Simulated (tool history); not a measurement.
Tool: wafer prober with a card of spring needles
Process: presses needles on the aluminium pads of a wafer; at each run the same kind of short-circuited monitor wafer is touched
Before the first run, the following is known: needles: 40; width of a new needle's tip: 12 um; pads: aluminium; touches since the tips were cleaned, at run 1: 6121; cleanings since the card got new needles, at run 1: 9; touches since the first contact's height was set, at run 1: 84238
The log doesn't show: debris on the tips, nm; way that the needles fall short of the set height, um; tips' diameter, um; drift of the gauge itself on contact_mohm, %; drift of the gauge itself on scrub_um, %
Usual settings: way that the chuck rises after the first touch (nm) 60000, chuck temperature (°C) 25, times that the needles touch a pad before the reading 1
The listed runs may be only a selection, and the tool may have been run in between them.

| run | hour | way that the chuck rises after the first touch (nm) | chuck temperature (°C) | times that the needles touch a pad before the reading | touches since the tips were cleaned | cleanings since the card got new needles | touches since the first contact's height was set | resistance of one needle with its contact and lead (mohm) | way that a needle slides on the pad (nm) |
|---|---|---|---|---|---|---|---|---|---|
| 1 | 0.0 | 60000 | 25 | 1 | 6121 | 9 | 84238 | 194 | 14120 |
|  | 12.3 | tips cleaned on abrasive film |
| 2 | 20.0 | 60000 | 25 | 1 | 1646 | 10 | 88529 | 168 | 14110 |
| 3 | 41.0 | 60000 | 25 | 1 | 6186 | 10 | 93069 | 189 | 14110 |
|  | 51.5 | tips cleaned on abrasive film |
| 4 | 62.6 | 60000 | 32 | 1 | 2394 | 11 | 97718 | 179 | 14070 |
| 5 | 83.4 | 60000 | 32 | 1 | 6884 | 11 | 102208 | 192 | 14100 |
|  | 92.0 | tips cleaned on abrasive film |
| 6 | 93.5 | 60000 | 52 | 1 | 328 | 12 | 104374 | 160 | 14050 |
| 7 | 107.2 | 60000 | 52 | 1 | 3269 | 12 | 107315 | 184 | 14050 |
| 8 | 121.1 | 60000 | 27 | 1 | 6278 | 12 | 110324 | 191 | 14080 |
| 9 | 130.2 | 60000 | 27 | 1 | 8234 | 12 | 112280 | 197 | 14050 |
|  | 131.3 | tips cleaned on abrasive film |
| 10 | 151.9 | 60000 | 27 | 1 | 4441 | 13 | 116953 | 189 | 14040 |
| 11 | 164.0 | 60000 | 25 | 1 | 7044 | 13 | 119556 | 190 | 14040 |
|  | 167.2 | height of the first contact set anew |
|  | 171.8 | tips cleaned on abrasive film |
| 12 | 183.9 | 60000 | 25 | 1 | 2623 | 14 | 3597 | 176 | 14220 |
| 13 | 199.4 | 60000 | 25 | 1 | 5971 | 14 | 6945 | 185 | 14230 |
|  | 211.3 | tips cleaned on abrasive film |
| 14 | 218.8 | 60000 | 25 | 1 | 1623 | 15 | 11100 | 168 | 14170 |
| 15 | 235.4 | 60000 | 25 | 1 | 5217 | 15 | 14694 | 191 | 14190 |
| 16 | 247.6 | 60000 | 51 | 1 | 7854 | 15 | 17331 | 196 | 14220 |
|  | 251.1 | tips cleaned on abrasive film |
| 17 | 266.6 | 60000 | 51 | 1 | 3353 | 16 | 21402 | 185 | 14210 |
| 18 | 288.4 | 41000 | 37 | 1 | 8066 | 16 | 26115 | 240 | 9710 |
|  | 291.2 | tips cleaned on abrasive film |
| 19 | 305.6 | 41000 | 37 | 1 | 3117 | 17 | 29810 | 219 | 9660 |
| 20 | 316.3 | 56000 | 80 | 2 | 5421 | 17 | 32114 | 182 | 13230 |
| 21 | 328.9 | 56000 | 80 | 2 | 8134 | 17 | 34827 | 185 | 13210 |
|  | 330.5 | tips cleaned on abrasive film |
| 22 | 345.5 | 56000 | 80 | 2 | 3232 | 18 | 38396 | 182 | 13220 |
| 23 | 357.6 | 42000 | 26 | 3 | 5847 | 18 | 41011 | 184 | 9870 |
| 24 | 368.0 | 67000 | 25 | 3 | 8100 | 18 | 43264 | 159 | 15820 |
|  | 370.8 | tips cleaned on abrasive film |
| 25 | 380.2 | 53000 | 81 | 1 | 2022 | 19 | 45874 | 189 | 12470 |
| 26 | 390.6 | 53000 | 81 | 1 | 4257 | 19 | 48109 | 203 | 12490 |
|  | 411.6 | tips cleaned on abrasive film |
| 27 | 412.3 | 60000 | 25 | 2 | 165 | 20 | 52787 | 150 | 14130 |
| 28 | 423.4 | 55000 | 25 | 2 | 2547 | 20 | 55169 | 172 | 12930 |
| 29 | 434.4 | 55000 | 25 | 2 | 4926 | 20 | 57548 | 178 | 12950 |
| 30 | 446.7 | 54000 | 73 | 2 | 7597 | 20 | 60219 | 187 | 12710 |
|  | 451.3 | tips cleaned on abrasive film |
| 31 | 467.3 | 50000 | 92 | 1 | 3454 | 21 | 64640 | 205 | 11780 |
| 32 | 477.3 | 51000 | 32 | 1 | 5608 | 21 | 66794 | 209 | 12000 |
|  | 491.4 | tips cleaned on abrasive film |
| 33 | 491.9 | 42000 | 26 | 1 | 106 | 22 | 69935 | 159 | 9820 |

Below are 4 alternative next runs, each starting from the tool's condition after run 33. Predict each:
| A | 514.1 | 45000 | 55 | 2 | 4882 | 22 | 74711 | ? | ? |
| B | 514.1 | 42000 | 52 | 1 | 4882 | 22 | 74711 | ? | ? |
| C | 514.1 | 42000 | 59 | 1 | 4882 | 22 | 74711 | ? | ? |
| D | 514.1 | 41000 | 26 | 1 | 4882 | 22 | 74711 | ? | ? |

| run | resistance of one needle with its contact and lead (mohm) | way that a needle slides on the pad (nm) |
|---|---|---|
| A | 197 | 10570 |
| B | 228 | 9860 |
| C | 227 | 9840 |
| D | 236 | 9600 |
Without the tool's hidden state the same runs would have given:
| run | resistance of one needle with its contact and lead (mohm) | way that a needle slides on the pad (nm) |
|---|---|---|
| A | 156 | 10690 |
| B | 154 | 9980 |
| C | 153 | 9960 |
| D | 153 | 9720 |

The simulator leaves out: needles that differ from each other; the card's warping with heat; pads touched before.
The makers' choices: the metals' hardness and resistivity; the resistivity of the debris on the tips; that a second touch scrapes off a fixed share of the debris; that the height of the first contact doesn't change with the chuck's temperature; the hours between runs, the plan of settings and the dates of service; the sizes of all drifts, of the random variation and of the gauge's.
